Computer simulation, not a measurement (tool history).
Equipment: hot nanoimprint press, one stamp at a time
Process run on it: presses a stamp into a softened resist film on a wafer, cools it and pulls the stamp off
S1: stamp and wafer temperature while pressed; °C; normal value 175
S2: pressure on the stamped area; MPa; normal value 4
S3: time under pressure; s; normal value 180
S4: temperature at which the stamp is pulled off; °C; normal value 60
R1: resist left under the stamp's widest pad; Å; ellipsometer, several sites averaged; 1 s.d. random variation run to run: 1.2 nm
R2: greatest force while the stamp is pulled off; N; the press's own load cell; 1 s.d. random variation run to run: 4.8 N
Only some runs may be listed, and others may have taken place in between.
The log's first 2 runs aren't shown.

run   hour   S1    S2   S3  S4    R1   R2
  3   18.9  175  4.19  180  60  2366  263
  4     23  175  4.19  180  60  2354  262
  5   28.7  175  4.19  180  60  2334  265
  6   36.7  175     4  180  60  2396  275
  7     44  175  2.74  180  60  2860  272
  8   50.7  175     4  180  60  2397  278
  9   56.3  175  5.29  180  60  2072  278
 10   61.7  175  5.29  180  60  2081  279
 11   71.4  175  5.29  180  65  2079  250
 12   80.9  175  5.29  180  65  2065  253
 13   88.4  175  5.29  152  65  2213  259
 14   96.6  175  5.29  152  65  2207  262
 15  106.4  175  5.29  152  65  2192  272
 16  111.7  175  4.94  152  65  2286  270
 17  120.5  175     4  204  46  2294  390
 18  127.3  178   4.2  180  60  2098  305
 19  135.8  178   4.2  180  60  2106  303
 20  143.3  174     4  180  60  2497  313
 21  147.4  175     4  258  60  2115  306
 22    157  175     4  100  60  2886  325
 23  161.4  179  4.94  220  56  1722  350
 24    171  183     4   97  60  2293  309
 25    178  183  4.95  109  64  1946  286

Run 26, settings as shown, results not yet in. Your forecast:
 26  187.9  167   4  107  60   ?   ?

Run 26 gave R1 3566 Å, R2 326 N.
Take away the tool's hidden state, keep the run-to-run variation as it was, and the same run would have given R1 3608 Å, R2 238 N.

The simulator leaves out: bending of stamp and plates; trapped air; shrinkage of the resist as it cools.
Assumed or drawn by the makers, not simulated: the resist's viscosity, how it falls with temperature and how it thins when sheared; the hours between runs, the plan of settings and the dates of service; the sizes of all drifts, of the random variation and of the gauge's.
